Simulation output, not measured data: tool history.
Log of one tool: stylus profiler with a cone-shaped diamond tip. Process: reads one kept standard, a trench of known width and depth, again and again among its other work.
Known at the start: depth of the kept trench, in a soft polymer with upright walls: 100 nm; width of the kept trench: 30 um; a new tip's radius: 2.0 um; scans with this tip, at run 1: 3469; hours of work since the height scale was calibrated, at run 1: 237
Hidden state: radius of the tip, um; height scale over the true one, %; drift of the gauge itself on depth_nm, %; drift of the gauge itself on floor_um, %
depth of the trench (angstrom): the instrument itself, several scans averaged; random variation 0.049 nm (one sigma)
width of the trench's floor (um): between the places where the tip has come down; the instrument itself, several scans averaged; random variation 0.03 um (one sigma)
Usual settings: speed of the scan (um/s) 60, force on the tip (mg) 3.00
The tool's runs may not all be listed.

| run | hour | speed of the scan (um/s) | force on the tip (mg) | scans with this tip | hours of work since the height scale was calibrated | depth of the trench (angstrom) | width of the trench's floor (um) |
|---|---|---|---|---|---|---|---|
| 1 | 0.0 | 60 | 3.00 | 3469 | 237 | 1008.1 | 28.48 |
| 2 | 58.3 | 60 | 2.84 | 3953 | 270 | 1007.1 | 28.48 |
| 3 | 86.1 | 60 | 2.84 | 4184 | 286 | 1008.3 | 28.45 |
| 4 | 145.6 | 60 | 1.90 | 4678 | 320 | 1005.9 | 28.39 |
| 5 | 172.9 | 73 | 3.00 | 4904 | 335 | 1007.8 | 28.40 |
| 6 | 209.6 | 73 | 3.00 | 5209 | 356 | 1008.2 | 28.35 |
| 7 | 252.0 | 60 | 3.01 | 5561 | 380 | 1007.2 | 28.46 |
| 8 | 303.5 | 60 | 3.00 | 5988 | 409 | 1007.2 | 28.49 |
| 9 | 334.3 | 60 | 3.00 | 6244 | 427 | 1007.8 | 28.40 |
| 10 | 377.2 | 60 | 3.00 | 6601 | 451 | 1007.7 | 28.45 |
| 11 | 429.1 | 70 | 3.00 | 7032 | 481 | 1007.8 | 28.35 |
| 12 | 466.9 | 70 | 3.00 | 7345 | 502 | 1008.5 | 28.42 |
| 13 | 525.5 | 60 | 3.00 | 7832 | 535 | 1007.8 | 28.42 |
| 14 | 565.0 | 36 | 3.00 | 8159 | 558 | 1007.7 | 28.60 |
| 15 | 590.8 | 36 | 3.00 | 8374 | 572 | 1007.5 | 28.56 |
| 16 | 630.3 | 60 | 3.00 | 8702 | 595 | 1007.9 | 28.43 |
| 17 | 665.5 | 60 | 3.00 | 8994 | 615 | 1008.0 | 28.40 |
| 18 | 723.3 | 107 | 3.00 | 9474 | 648 | 1006.3 | 28.21 |
| 19 | 774.5 | 107 | 3.00 | 9899 | 677 | 1007.5 | 28.18 |
| 20 | 802.0 | 40 | 3.00 | 10128 | 692 | 1007.6 | 28.53 |
| 21 | 833.7 | 40 | 3.00 | 10390 | 710 | 1007.1 | 28.53 |
| 22 | 869.6 | 40 | 3.00 | 10689 | 731 | 1008.4 | 28.52 |
| 23 | 916.2 | 60 | 3.00 | 11076 | 757 | 1006.7 | 28.41 |
| 24 | 957.7 | 60 | 3.00 | 11421 | 781 | 1007.1 | 28.49 |
| 25 | 1016.6 | 16 | 2.35 | 11909 | 814 | 1006.9 | 28.63 |
| 26 | 1052.7 | 77 | 3.00 | 12209 | 835 | 1007.0 | 28.35 |
| 27 | 1081.4 | 58 | 6.06 | 12447 | 851 | 1012.8 | 28.57 |
| 28 | 1132.3 | 15 | 2.47 | 12870 | 880 | 1006.9 | 28.61 |
| 29 | 1192.2 | 60 | 3.45 | 13368 | 914 | 1008.5 | 28.45 |
| 30 | 1229.3 | 60 | 3.45 | 13675 | 935 | 1008.8 | 28.47 |
| 31 | 1264.2 | 60 | 3.45 | 13965 | 955 | 1008.2 | 28.46 |
| 32 | 1304.3 | 60 | 3.45 | 14298 | 977 | 1007.7 | 28.51 |
| 33 | 1330.3 | 16 | 1.75 | 14514 | 992 | 1005.8 | 28.58 |
| 34 | 1388.3 | 16 | 1.75 | 14996 | 1025 | 1005.5 | 28.62 |
| 35 | 1445.9 | 16 | 1.75 | 15474 | 1058 | 1005.1 | 28.65 |
| 36 | 1499.9 | 16 | 1.75 | 15922 | 1088 | 1005.5 | 28.59 |
| 37 | 1546.5 | 29 | 8.86 | 16309 | 1115 | 1015.8 | 28.65 |
| 38 | 1605.1 | 46 | 3.26 | 16796 | 1148 | 1007.5 | 28.49 |
| 39 | 1643.9 | 46 | 3.26 | 17117 | 1170 | 1007.7 | 28.51 |
| 40 | 1692.5 | 46 | 3.26 | 17522 | 1198 | 1007.7 | 28.49 |
| 41 | 1731.7 | 18 | 1.56 | 17847 | 1220 | 1004.5 | 28.61 |
| 42 | 1785.9 | 18 | 1.56 | 18297 | 1251 | 1004.8 | 28.61 |
| 43 | 1836.1 | 22 | 1.57 | 18713 | 1279 | 1004.9 | 28.56 |
| 44 | 1875.1 | 69 | 2.48 | 19037 | 1301 | 1007.0 | 28.35 |
| 45 | 1913.7 | 69 | 2.48 | 19358 | 1323 | 1007.4 | 28.30 |
| 46 | 1940.8 | 46 | 1.02 | 19583 | 1339 | 1003.5 | 28.32 |
| 47 | 1998.8 | 59 | 1.11 | 20064 | 1372 | 1002.7 | 28.24 |

Forecast each of these 3 alternatives for the next run:
| A | 2027.1 | 170 | 1.34 | 20299 | 1388 | ? | ? |
| B | 2027.1 | 59 | 1.03 | 20299 | 1388 | ? | ? |
| C | 2027.1 | 111 | 7.41 | 20299 | 1388 | ? | ? |

| run | depth of the trench (angstrom) | width of the trench's floor (um) |
|---|---|---|
| A | 1003.9 | 27.48 |
| B | 1005.0 | 28.25 |
| C | 1013.3 | 28.37 |
Without the tool's hidden state the same runs would have given:
| run | depth of the trench (angstrom) | width of the trench's floor (um) |
|---|---|---|
| A | 1004.1 | 27.51 |
| B | 1005.1 | 28.28 |
| C | 1013.4 | 28.41 |
